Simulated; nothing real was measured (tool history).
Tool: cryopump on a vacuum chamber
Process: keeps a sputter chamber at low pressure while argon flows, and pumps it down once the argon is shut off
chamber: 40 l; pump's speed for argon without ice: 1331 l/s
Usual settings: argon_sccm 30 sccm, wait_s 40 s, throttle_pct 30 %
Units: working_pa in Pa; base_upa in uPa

| run | hour | argon_sccm | wait_s | throttle_pct | working_pa | base_upa |
|---|---|---|---|---|---|---|
| 1 | 0.0 | 30 | 40 | 30 | 0.1303 | 2.68 |
| 2 | 62.2 | 30 | 40 | 30 | 0.1289 | 2.64 |
| 3 | 138.1 | 30 | 40 | 30 | 0.1303 | 2.76 |
| 4 | 257.0 | 30 | 40 | 30 | 0.1305 | 2.66 |
| 5 | 342.4 | 30 | 40 | 30 | 0.1306 | 2.80 |
| 6 | 410.1 | 30 | 49 | 30 | 0.1328 | 2.58 |
| 7 | 532.7 | 30 | 49 | 30 | 0.1324 | 2.54 |
| 8 | 623.4 | 30 | 49 | 30 | 0.1358 | 2.68 |
| 9 | 691.3 | 30 | 49 | 30 | 0.1354 | 2.71 |
| 10 | 773.4 | 30 | 40 | 30 | 0.1353 | 3.10 |
|  | 848.0 | pump warmed up, emptied and cooled again |
| 11 | 869.1 | 30 | 118 | 30 | 0.1284 | 1.72 |
| 12 | 979.8 | 17 | 118 | 30 | 0.0723 | 1.72 |
| 13 | 1087.0 | 17 | 118 | 30 | 0.0732 | 1.82 |
| 14 | 1159.8 | 17 | 113 | 30 | 0.0731 | 1.93 |
| 15 | 1230.6 | 38 | 40 | 51 | 0.0991 | 3.07 |
| 16 | 1311.8 | 38 | 243 | 58 | 0.0873 | 1.69 |
| 17 | 1388.9 | 27 | 91 | 30 | 0.1188 | 2.13 |
| 18 | 1454.8 | 53 | 56 | 27 | 0.2615 | 2.69 |
| 19 | 1516.8 | 13 | 56 | 27 | 0.0644 | 2.69 |
| 20 | 1594.2 | 13 | 56 | 27 | 0.0655 | 2.84 |
| 21 | 1681.0 | 30 | 40 | 22 | 0.1821 | 3.47 |
| 22 | 1734.5 | 30 | 39 | 21 | 0.1897 | 3.48 |
|  | 1828.4 | pump warmed up, emptied and cooled again |
| 23 | 1846.6 | 30 | 278 | 21 | 0.1801 | 1.68 |
| 24 | 1915.0 | 59 | 123 | 35 | 0.2176 | 2.14 |
| 25 | 2033.8 | 59 | 123 | 35 | 0.2183 | 2.10 |

4 ways to go on from here, each from the tool as it stands after run 25. What would each give?
| A | 2152.8 | 12 | 40 | 30 | ? | ? |
| B | 2152.8 | 31 | 78 | 38 | ? | ? |
| C | 2152.8 | 59 | 123 | 47 | ? | ? |
| D | 2152.8 | 30 | 121 | 35 | ? | ? |

| run | working_pa | base_upa |
|---|---|---|
| A | 0.0524 | 3.36 |
| B | 0.1075 | 2.56 |
| C | 0.1655 | 2.20 |
| D | 0.1121 | 2.24 |
Without the tool's hidden state the same runs would have given:
| run | working_pa | base_upa |
|---|---|---|
| A | 0.0512 | 1.95 |
| B | 0.1041 | 1.13 |
| C | 0.1591 | 0.78 |
| D | 0.1088 | 0.82 |

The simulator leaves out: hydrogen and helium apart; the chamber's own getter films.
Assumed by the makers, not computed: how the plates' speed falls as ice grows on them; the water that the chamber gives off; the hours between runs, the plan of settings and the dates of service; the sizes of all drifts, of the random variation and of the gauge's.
